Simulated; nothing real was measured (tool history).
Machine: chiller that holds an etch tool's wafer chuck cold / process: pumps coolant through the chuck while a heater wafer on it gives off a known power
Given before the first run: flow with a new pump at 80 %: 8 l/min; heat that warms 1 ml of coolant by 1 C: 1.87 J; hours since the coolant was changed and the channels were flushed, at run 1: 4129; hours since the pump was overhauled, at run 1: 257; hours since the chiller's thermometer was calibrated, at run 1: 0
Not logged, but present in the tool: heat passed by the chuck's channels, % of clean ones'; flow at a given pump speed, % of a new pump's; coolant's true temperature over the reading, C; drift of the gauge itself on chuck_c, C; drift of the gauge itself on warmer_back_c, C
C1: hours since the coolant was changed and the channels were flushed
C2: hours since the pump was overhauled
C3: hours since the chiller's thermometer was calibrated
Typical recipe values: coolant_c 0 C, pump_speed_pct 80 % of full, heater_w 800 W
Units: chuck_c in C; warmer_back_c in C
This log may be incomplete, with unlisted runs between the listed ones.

run 1 hour=0 | coolant_c=0 pump_speed_pct=80 heater_w=800 | C1=4129 C2=257 C3=0 | chuck_c=10.8 warmer_back_c=3.21
run 2 hour=22.4 | coolant_c=0 pump_speed_pct=80 heater_w=800 | C1=4152 C2=280 C3=22 | chuck_c=10.8 warmer_back_c=3.21
run 3 hour=44.6 | coolant_c=-4 pump_speed_pct=80 heater_w=800 | C1=4174 C2=302 C3=45 | chuck_c=6.6 warmer_back_c=3.24
run 4 hour=76.8 | coolant_c=0 pump_speed_pct=80 heater_w=800 | C1=4206 C2=334 C3=77 | chuck_c=10.9 warmer_back_c=3.21
run 5 hour=98.8 | coolant_c=0 pump_speed_pct=80 heater_w=656 | C1=4228 C2=356 C3=99 | chuck_c=8.9 warmer_back_c=2.62
run 6 hour=117.8 | coolant_c=0 pump_speed_pct=80 heater_w=722 | C1=4247 C2=375 C3=118 | chuck_c=9.6 warmer_back_c=2.92
run 7 hour=137.3 | coolant_c=-9 pump_speed_pct=80 heater_w=800 | C1=4266 C2=395 C3=137 | chuck_c=1.8 warmer_back_c=3.21
run 8 hour=174.1 | coolant_c=-9 pump_speed_pct=80 heater_w=800 | C1=4303 C2=431 C3=174 | chuck_c=1.6 warmer_back_c=3.22
run 9 hour=200.7 | coolant_c=-9 pump_speed_pct=80 heater_w=800 | C1=4330 C2=458 C3=201 | chuck_c=1.9 warmer_back_c=3.23
run 10 hour=223.3 | coolant_c=-9 pump_speed_pct=80 heater_w=589 | C1=4353 C2=481 C3=223 | chuck_c=-0.9 warmer_back_c=2.41
run 11 hour=266.8 | coolant_c=0 pump_speed_pct=65 heater_w=800 | C1=4396 C2=524 C3=267 | chuck_c=12.3 warmer_back_c=3.91
run 12 hour=304.3 | coolant_c=-9 pump_speed_pct=80 heater_w=800 | C1=4433 C2=562 C3=304 | chuck_c=2 warmer_back_c=3.18
run 13 hour=323.6 | coolant_c=-9 pump_speed_pct=80 heater_w=800 | C1=4453 C2=581 C3=324 | chuck_c=2 warmer_back_c=3.25
run 14 hour=357.4 | coolant_c=-9 pump_speed_pct=80 heater_w=800 | C1=4487 C2=615 C3=357 | chuck_c=2 warmer_back_c=3.21
run 15 hour=397.8 | coolant_c=-9 pump_speed_pct=80 heater_w=800 | C1=4527 C2=655 C3=398 | chuck_c=2 warmer_back_c=3.25
run 16 hour=441.9 | coolant_c=-9 pump_speed_pct=80 heater_w=800 | C1=4571 C2=699 C3=442 | chuck_c=2.1 warmer_back_c=3.25
run 17 hour=478.8 | coolant_c=2 pump_speed_pct=98 heater_w=671 | C1=4608 C2=736 C3=479 | chuck_c=10.3 warmer_back_c=2.24
run 18 hour=517.1 | coolant_c=-3 pump_speed_pct=88 heater_w=804 | C1=4646 C2=774 C3=517 | chuck_c=7.7 warmer_back_c=2.99
run 19 hour=553.7 | coolant_c=10 pump_speed_pct=71 heater_w=800 | C1=4683 C2=811 C3=554 | chuck_c=21.7 warmer_back_c=3.59
run 20 hour=573.1 | coolant_c=-4 pump_speed_pct=95 heater_w=498 | C1=4702 C2=830 C3=573 | chuck_c=2.5 warmer_back_c=1.72
run 21 hour=596.7 | coolant_c=-1 pump_speed_pct=90 heater_w=787 | C1=4726 C2=854 C3=597 | chuck_c=9.3 warmer_back_c=2.82

Run 22, settings as shown, results not yet in. Your forecast:
run 22 hour=631.1 | coolant_c=-1 pump_speed_pct=90 heater_w=787 | C1=4760 C2=888 C3=631 | chuck_c=? warmer_back_c=?

Run 22 came out at chuck_c 9.2 C, warmer_back_c 2.84 C.
If the tool had no hidden condition, the same run with the same run-to-run variation would have returned chuck_c 8.1 C, warmer_back_c 2.79 C.
